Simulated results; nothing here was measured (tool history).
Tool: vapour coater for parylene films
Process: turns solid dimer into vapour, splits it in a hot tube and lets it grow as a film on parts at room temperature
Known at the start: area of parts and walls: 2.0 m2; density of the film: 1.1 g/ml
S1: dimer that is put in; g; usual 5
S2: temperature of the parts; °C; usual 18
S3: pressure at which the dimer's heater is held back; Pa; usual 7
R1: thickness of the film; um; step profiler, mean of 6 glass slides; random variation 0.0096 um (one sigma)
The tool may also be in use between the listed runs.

run,hour,S1,S2,S3,R1
1,0,5,18,7,1.057
2,7.7,5,18,7,1.031
3,20.8,5,18,7,1.057
4,30.1,5,18,7,1.045
5,44.1,2,18,7,0.411
6,52.5,4,18,7,0.829
7,64.3,5,18,9.38,0.965
8,73.3,5,18,9.71,0.956
9,82.6,5,18,9.71,0.948
10,89.3,5,18,9.71,0.946
11,100.8,5,21,7,0.954
12,114,5,11,7,1.237
13,120.6,5,11,7,1.247
14,132.9,5,11,7,1.244
15,147.1,5,11,7,1.248
16,160.4,7,18,7,1.449
17,169.1,8,16,6.15,1.797
18,183.3,8,16,6.15,1.811
19,190.1,8,18,7,1.665
20,201.8,4,18,6.12,0.869
21,211.1,2,22,7,0.368
22,222.5,4,12,2.21,1.267
23,231.8,2,10,4.86,0.549
24,248,3,18,7,0.63
25,261.8,3,16,7,0.654
26,271.6,4,15,2.87,1.117
27,278.7,4,20,2.35,1.001
28,288.9,4,17,2.35,1.094
29,297.9,5,23,7,0.911

5 ways to go on from here, each from the tool as it stands after run 29. What would each give?
A,308.5,2,15,11.22,?
B,308.5,3,15,7.84,?
C,308.5,4,12,7,?
D,308.5,4,10,5.42,?
E,308.5,5,15,7,?

run,R1
A,0.4
B,0.653
C,0.968
D,1.079
E,1.122
Without the tool's hidden state the same runs would have given:
run,R1
A,0.402
B,0.655
C,0.971
D,1.083
E,1.125
